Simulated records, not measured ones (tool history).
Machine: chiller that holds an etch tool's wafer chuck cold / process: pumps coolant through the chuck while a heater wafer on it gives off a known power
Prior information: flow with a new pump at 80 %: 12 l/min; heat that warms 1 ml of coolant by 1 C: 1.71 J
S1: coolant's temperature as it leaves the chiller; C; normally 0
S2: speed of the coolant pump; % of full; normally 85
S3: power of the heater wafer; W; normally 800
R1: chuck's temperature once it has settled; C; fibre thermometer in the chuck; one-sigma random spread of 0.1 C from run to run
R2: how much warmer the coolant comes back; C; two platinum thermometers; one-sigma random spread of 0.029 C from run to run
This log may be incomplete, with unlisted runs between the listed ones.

| run | hour | S1 | S2 | S3 | R1 | R2 |
|---|---|---|---|---|---|---|
| 1 | 0 | 0 | 85 | 800 | 8.9 | 2.36 |
| 2 | 116 | 0 | 85 | 800 | 8.8 | 2.39 |
| 3 | 186.6 | 0 | 85 | 800 | 9 | 2.38 |
| 4 | 337.9 | 0 | 85 | 800 | 9 | 2.38 |
| 5 | 462.6 | 0 | 85 | 800 | 9 | 2.37 |
| 6 | 603.9 | 5 | 85 | 800 | 14 | 2.39 |
| 7 | 689.9 | 5 | 85 | 800 | 14.2 | 2.4 |
| 8 | 828 | 0 | 63 | 800 | 11.5 | 3.21 |
| 9 | 924.1 | 0 | 85 | 800 | 9.3 | 2.43 |
| 10 | 1054.7 | 0 | 85 | 800 | 9.3 | 2.44 |
| 11 | 1184.9 | 0 | 85 | 800 | 9.3 | 2.45 |
| 12 | 1288.3 | 0 | 85 | 800 | 9.4 | 2.46 |
| 13 | 1404.3 | 0 | 85 | 800 | 9.5 | 2.49 |
| 14 | 1537.3 | 0 | 85 | 800 | 9.6 | 2.45 |
|  | 1675.5 | coolant changed, channels flushed |
| 15 | 1684.2 | 0 | 85 | 800 | 8.5 | 2.48 |
| 16 | 1844.7 | 0 | 77 | 644 | 7.6 | 2.18 |
| 17 | 1993.9 | 0 | 77 | 644 | 7.6 | 2.18 |
| 18 | 2119.1 | -6 | 96 | 936 | 3.3 | 2.59 |
| 19 | 2185.6 | -4 | 96 | 936 | 5.2 | 2.56 |
| 20 | 2322.7 | -4 | 96 | 474 | 0.9 | 1.29 |
| 21 | 2424.1 | -2 | 83 | 493 | 3.8 | 1.59 |
| 22 | 2502.1 | 0 | 75 | 800 | 9.7 | 2.82 |
| 23 | 2572.7 | 1 | 85 | 800 | 9.7 | 2.54 |
| 24 | 2649.1 | 1 | 85 | 800 | 9.9 | 2.53 |
| 25 | 2756 | 0 | 66 | 1162 | 15.6 | 4.59 |
| 26 | 2880.7 | 10 | 79 | 800 | 19.3 | 2.69 |
| 27 | 3035.4 | -1 | 85 | 800 | 8 | 2.53 |
| 28 | 3108 | -1 | 85 | 800 | 8.1 | 2.54 |
| 29 | 3207 | -4 | 99 | 462 | 0.9 | 1.25 |

Results per run with the tool's hidden condition removed, run-to-run variation unchanged:
Hidden state at play: heat passed by the chuck's channels, % of clean ones'; flow at a given pump speed, % of a new pump's; coolant's true temperature over the reading, C; drift of the gauge itself on chuck_c, C; drift of the gauge itself on warmer_back_c, C.
| run | R1 | R2 |
|---|---|---|
| 1 | 7.6 | 2.2 |
| 2 | 7.4 | 2.22 |
| 3 | 7.6 | 2.21 |
| 4 | 7.6 | 2.21 |
| 5 | 7.5 | 2.18 |
| 6 | 12.4 | 2.2 |
| 7 | 12.6 | 2.2 |
| 8 | 9.5 | 2.94 |
| 9 | 7.6 | 2.22 |
| 10 | 7.5 | 2.23 |
| 11 | 7.5 | 2.23 |
| 12 | 7.6 | 2.23 |
| 13 | 7.6 | 2.26 |
| 14 | 7.6 | 2.22 |
| 15 | 7.4 | 2.24 |
| 16 | 6.6 | 1.96 |
| 17 | 6.6 | 1.96 |
| 18 | 2.1 | 2.31 |
| 19 | 3.9 | 2.27 |
| 20 | 0 | 1.14 |
| 21 | 2.8 | 1.41 |
| 22 | 8.3 | 2.49 |
| 23 | 8.4 | 2.25 |
| 24 | 8.5 | 2.23 |
| 25 | 13.3 | 4.03 |
| 26 | 17.7 | 2.36 |
| 27 | 6.5 | 2.22 |
| 28 | 6.5 | 2.22 |
| 29 | -0.1 | 1.09 |
